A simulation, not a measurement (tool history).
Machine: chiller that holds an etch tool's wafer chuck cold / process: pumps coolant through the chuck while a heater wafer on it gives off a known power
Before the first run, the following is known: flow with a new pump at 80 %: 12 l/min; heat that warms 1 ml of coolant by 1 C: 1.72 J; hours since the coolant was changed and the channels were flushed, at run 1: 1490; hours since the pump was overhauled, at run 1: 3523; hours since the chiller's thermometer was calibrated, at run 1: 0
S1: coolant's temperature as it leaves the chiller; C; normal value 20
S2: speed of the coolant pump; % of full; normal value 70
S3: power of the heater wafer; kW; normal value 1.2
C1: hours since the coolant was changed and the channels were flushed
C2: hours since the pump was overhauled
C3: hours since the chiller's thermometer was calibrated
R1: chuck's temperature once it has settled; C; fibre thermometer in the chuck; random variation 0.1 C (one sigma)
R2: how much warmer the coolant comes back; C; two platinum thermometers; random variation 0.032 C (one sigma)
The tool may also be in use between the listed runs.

Run 1, hour 0: usual settings; C1 1490; C2 3523; C3 0. Result: R1 35.3 C, R2 4.49 C.
Run 2, hour 38.3: usual settings; C1 1528; C2 3562; C3 38. Result: R1 35.3 C, R2 4.49 C.
Run 3, hour 117.5: usual settings; C1 1607; C2 3641; C3 117. Result: R1 35.3 C, R2 4.53 C.
Run 4, hour 181.6: usual settings but S2 89 % of full; C1 1672; C2 3705; C3 182. Result: R1 32.7 C, R2 3.58 C.
Run 5, hour 237.9: usual settings but S2 89 % of full; C1 1728; C2 3761; C3 238. Result: R1 32.5 C, R2 3.58 C.
Run 6, hour 327.2: usual settings but S3 1.643 kW; C1 1817; C2 3851; C3 327. Result: R1 41.3 C, R2 6.23 C.
Run 7, hour 404.8: usual settings; C1 1895; C2 3928; C3 405. Result: R1 35.3 C, R2 4.6 C.
Run 8, hour 468.9: usual settings but S3 0.954 kW; C1 1959; C2 3992; C3 469. Result: R1 32.5 C, R2 3.62 C.
Run 9, hour 508.5: usual settings but S3 0.954 kW; C1 1998; C2 4032; C3 508. Result: R1 32.4 C, R2 3.66 C.
Run 10, hour 595: usual settings but S3 0.954 kW; C1 2085; C2 4118; C3 595. Result: R1 32.3 C, R2 3.63 C.
Run 11, hour 645.8: usual settings but S1 10 C; C1 2136; C2 4169; C3 646. Result: R1 25.7 C, R2 4.59 C.
Run 12, hour 735.9: usual settings but S2 74 % of full; C1 2226; C2 4259; C3 736. Result: R1 34.9 C, R2 4.38 C.
Run 13, hour 776: usual settings but S1 11 C, S3 1.209 kW; C1 2266; C2 4299; C3 776. Result: R1 27 C, R2 4.68 C.
Run 14, hour 853.6: usual settings but S1 16 C, S2 82 % of full, S3 0.61 kW; C1 2344; C2 4377; C3 854. Result: R1 23 C, R2 2.03 C.
Run 15, hour 936.4: usual settings but S1 27 C, S2 66 % of full, S3 0.731 kW; C1 2426; C2 4460; C3 936. Result: R1 37.2 C, R2 3.05 C.
Run 16, hour 975.2: usual settings but S1 19 C, S2 74 % of full, S3 0.938 kW; C1 2465; C2 4499; C3 975. Result: R1 30.9 C, R2 3.53 C.
Run 17, hour 1045.9: usual settings but S1 19 C, S2 72 % of full, S3 0.648 kW; C1 2536; C2 4569; C3 1046. Result: R1 27.5 C, R2 2.5 C.
Run 18, hour 1126.1: usual settings but S1 19 C, S3 0.978 kW; C1 2616; C2 4650; C3 1126. Result: R1 32.1 C, R2 3.8 C.
Run 19, hour 1218.7: usual settings but S1 19 C, S3 0.978 kW; C1 2709; C2 4742; C3 1219. Result: R1 32.2 C, R2 3.8 C.
At hour 1228.2: coolant pump overhauled.
Run 20, hour 1299.8: usual settings but S1 23 C, S2 88 % of full, S3 0.74 kW; C1 2785; C2 72; C3 1295. Result: R1 30.1 C, R2 1.97 C.
Run 21, hour 1373: usual settings but S1 15 C, S2 96 % of full, S3 0.638 kW; C1 2858; C2 145; C3 1368. Result: R1 20.9 C, R2 1.61 C.

What if the next run were any one of these 4? Each begins from the tool's condition after run 21:
Run A, hour 1421: usual settings but S2 74 % of full; C1 2906; C2 193; C3 1416. Result: R1 ?, R2 ?.
Run B, hour 1421: usual settings but S1 15 C, S2 96 % of full, S3 0.998 kW; C1 2906; C2 193; C3 1416. Result: R1 ?, R2 ?.
Run C, hour 1421: usual settings but S1 18 C, S2 62 % of full, S3 1.122 kW; C1 2906; C2 193; C3 1416. Result: R1 ?, R2 ?.
Run D, hour 1421: usual settings but S1 12 C, S2 96 % of full, S3 0.638 kW; C1 2906; C2 193; C3 1416. Result: R1 ?, R2 ?.

run    R1    R2
  A  33.4  3.81
  B    24  2.48
  C  32.6  4.25
  D  17.7  1.63
With the hidden condition removed and each run's random variation left untouched, the same runs would have given:
run    R1    R2
  A  32.7  3.78
  B  23.5  2.46
  C  31.8  4.22
  D  17.5  1.62

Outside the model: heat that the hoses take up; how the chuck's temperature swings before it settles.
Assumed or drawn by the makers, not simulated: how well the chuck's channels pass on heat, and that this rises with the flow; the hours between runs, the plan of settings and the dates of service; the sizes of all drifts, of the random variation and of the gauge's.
